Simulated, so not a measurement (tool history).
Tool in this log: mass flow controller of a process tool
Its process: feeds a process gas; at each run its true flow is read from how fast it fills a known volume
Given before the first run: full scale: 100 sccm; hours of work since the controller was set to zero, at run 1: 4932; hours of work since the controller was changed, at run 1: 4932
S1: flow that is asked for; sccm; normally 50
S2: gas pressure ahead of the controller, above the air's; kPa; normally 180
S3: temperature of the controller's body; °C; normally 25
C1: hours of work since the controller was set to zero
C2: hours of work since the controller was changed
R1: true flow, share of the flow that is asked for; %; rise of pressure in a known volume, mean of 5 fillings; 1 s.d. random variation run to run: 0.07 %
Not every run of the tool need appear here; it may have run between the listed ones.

run 1 day=0 | S1=50 S2=180 S3=25 | C1=4932 C2=4932 | R1=97.44
run 2 day=11.067 | S1=50 S2=180 S3=25 | C1=5042 C2=5042 | R1=97.42
run 3 day=24.988 | S1=50 S2=180 S3=25 | C1=5179 C2=5179 | R1=97.37
run 4 day=43.646 | S1=50 S2=180 S3=25 | C1=5364 C2=5364 | R1=97.22
run 5 day=53.475 | S1=50 S2=180 S3=25 | C1=5461 C2=5461 | R1=97.21
run 6 day=67.379 | S1=50 S2=180 S3=25 | C1=5599 C2=5599 | R1=97.14
run 7 day=83.921 | S1=50 S2=180 S3=25 | C1=5762 C2=5762 | R1=97.14
run 8 day=96.7 | S1=50 S2=180 S3=25 | C1=5889 C2=5889 | R1=97.15
run 9 day=114.871 | S1=50 S2=180 S3=25 | C1=6068 C2=6068 | R1=97.19
run 10 day=130.946 | S1=50 S2=180 S3=25 | C1=6227 C2=6227 | R1=97.05
run 11 day=149.083 | S1=50 S2=180 S3=25 | C1=6407 C2=6407 | R1=96.99
run 12 day=159.146 | S1=50 S2=180 S3=25 | C1=6506 C2=6506 | R1=97.02
run 13 day=176.579 | S1=50 S2=201 S3=25 | C1=6679 C2=6679 | R1=96.83
run 14 day=187.042 | S1=50 S2=201 S3=25 | C1=6782 C2=6782 | R1=96.62
run 15 day=199.883 | S1=50 S2=258 S3=25 | C1=6909 C2=6909 | R1=96.3
run 16 day=208.888 | S1=50 S2=258 S3=25 | C1=6998 C2=6998 | R1=96.4
run 17 day=217.275 | S1=50 S2=258 S3=25 | C1=7081 C2=7081 | R1=96.29
run 18 day=229.854 | S1=50 S2=258 S3=25 | C1=7206 C2=7206 | R1=96.4
run 19 day=238.117 | S1=50 S2=145 S3=25 | C1=7288 C2=7288 | R1=96.82
run 20 day=246.638 | S1=50 S2=180 S3=25 | C1=7372 C2=7372 | R1=96.66
run 21 day=254.758 | S1=35 S2=225 S3=25 | C1=7452 C2=7452 | R1=95.48
run 22 day=273.067 | S1=22 S2=179 S3=23 | C1=7633 C2=7633 | R1=94.1
run 23 day=288.842 | S1=97 S2=180 S3=34 | C1=7789 C2=7789 | R1=98.92
run 24 day=303.558 | S1=97 S2=180 S3=34 | C1=7935 C2=7935 | R1=98.84
run 25 day=315.55 | S1=97 S2=180 S3=34 | C1=8054 C2=8054 | R1=98.72
run 26 day=324.792 | S1=97 S2=180 S3=34 | C1=8145 C2=8145 | R1=98.86
run 27 day=335.533 | S1=13 S2=149 S3=29 | C1=8251 C2=8251 | R1=91.85
run 28 day=348.388 | S1=22 S2=180 S3=27 | C1=8378 C2=8378 | R1=93.88
run 29 day=362.617 | S1=22 S2=180 S3=27 | C1=8519 C2=8519 | R1=93.81
run 30 day=373.292 | S1=26 S2=177 S3=31 | C1=8625 C2=8625 | R1=94.55
-- day=382.771 controller's zero set anew
run 31 day=390.062 | S1=22 S2=186 S3=22 | C1=72 C2=8790 | R1=96.67
run 32 day=403.288 | S1=22 S2=186 S3=22 | C1=203 C2=8921 | R1=96.66
run 33 day=412.446 | S1=29 S2=180 S3=34 | C1=294 C2=9012 | R1=97.45
run 34 day=420.729 | S1=29 S2=180 S3=34 | C1=375 C2=9094 | R1=97.36
run 35 day=432.958 | S1=26 S2=246 S3=25 | C1=496 C2=9215 | R1=96.31
run 36 day=442.517 | S1=26 S2=246 S3=25 | C1=591 C2=9309 | R1=96.46
run 37 day=460.362 | S1=26 S2=223 S3=20 | C1=768 C2=9486 | R1=96.23
run 38 day=472.854 | S1=26 S2=223 S3=20 | C1=891 C2=9609 | R1=96.16
run 39 day=483.304 | S1=73 S2=277 S3=37 | C1=994 C2=9713 | R1=98.12
run 40 day=493.738 | S1=73 S2=277 S3=37 | C1=1098 C2=9816 | R1=98.1

Branching from run 40: 3 alternative next runs. What would each branch give?
run A day=505.033 | S1=15 S2=147 S3=21 | C1=1209 C2=9928 | R1=?
run B day=505.033 | S1=76 S2=180 S3=25 | C1=1209 C2=9928 | R1=?
run C day=505.033 | S1=16 S2=173 S3=28 | C1=1209 C2=9928 | R1=?

run=A R1=95.81
run=B R1=98.21
run=C R1=96.06
With no hidden state in the tool, these same runs would have given:
run=A R1=97.75
run=B R1=99.51
run=C R1=97.95
